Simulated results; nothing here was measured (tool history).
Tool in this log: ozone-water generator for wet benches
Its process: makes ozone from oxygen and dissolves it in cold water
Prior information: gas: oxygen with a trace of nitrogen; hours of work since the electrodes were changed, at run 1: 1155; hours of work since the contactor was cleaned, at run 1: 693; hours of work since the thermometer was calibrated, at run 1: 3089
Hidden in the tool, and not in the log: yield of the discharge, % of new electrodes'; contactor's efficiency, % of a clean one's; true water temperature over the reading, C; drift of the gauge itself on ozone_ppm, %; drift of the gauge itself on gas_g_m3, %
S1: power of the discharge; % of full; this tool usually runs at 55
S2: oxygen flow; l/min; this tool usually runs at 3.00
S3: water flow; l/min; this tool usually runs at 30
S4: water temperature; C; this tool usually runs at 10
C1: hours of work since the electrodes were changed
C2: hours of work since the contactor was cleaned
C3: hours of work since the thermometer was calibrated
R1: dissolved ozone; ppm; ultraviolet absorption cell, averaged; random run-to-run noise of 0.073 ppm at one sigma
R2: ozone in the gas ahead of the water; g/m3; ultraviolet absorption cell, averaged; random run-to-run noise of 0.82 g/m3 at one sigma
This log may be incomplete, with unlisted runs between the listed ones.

run	hour	S1	S2	S3	S4	C1	C2	C3	R1	R2
1	0.0	55	3.00	30	10	1155	693	3089	5.90	125.4
2	80.0	55	3.00	30	10	1229	767	3163	5.89	126.3
3	138.6	55	3.00	30	10	1283	821	3217	5.76	126.2
4	246.4	55	3.00	30	6	1383	921	3316	5.89	124.5
5	339.4	55	3.00	30	10	1469	1007	3402	5.84	125.7
6	426.0	55	3.00	23	10	1549	1087	3483	7.57	125.1
7	531.5	55	3.00	23	10	1647	1185	3580	7.76	126.2
8	632.3	55	3.00	27	10	1740	1278	3673	6.41	125.0
9	719.5	49	3.00	30	10	1820	1358	3754	5.41	117.1
10	786.8	55	3.00	30	10	1883	1421	3816	5.72	125.4
11	833.7	55	3.00	21	10	1926	1464	3859	8.26	124.9
12	890.8	55	1.97	21	10	1979	1517	3912	7.03	145.9
13	981.9	50	3.65	26	10	2063	1601	3996	6.90	109.5
14	1076.5	91	3.94	30	10	2151	1689	4084	8.16	142.3
15	1138.9	53	3.94	30	6	2208	1746	4142	6.42	110.6
16	1189.6	53	3.94	30	6	2255	1793	4189	6.40	109.6
17	1236.0	53	3.94	30	6	2298	1836	4231	6.48	109.9
18	1336.5	53	3.94	30	6	2391	1929	4324	6.35	111.9
19	1413.8	50	3.94	30	6	2462	2000	4396	6.14	106.3

Estimate the outcome of run 20 from the log above:
20	1467.9	77	3.00	27	6	2512	2050	4446	?	?

Logged for run 20: R1 7.78 ppm, R2 148.1 g/m3.
With no hidden state in the tool, this same run would have given R1 8.52 ppm, R2 156.5 g/m3.

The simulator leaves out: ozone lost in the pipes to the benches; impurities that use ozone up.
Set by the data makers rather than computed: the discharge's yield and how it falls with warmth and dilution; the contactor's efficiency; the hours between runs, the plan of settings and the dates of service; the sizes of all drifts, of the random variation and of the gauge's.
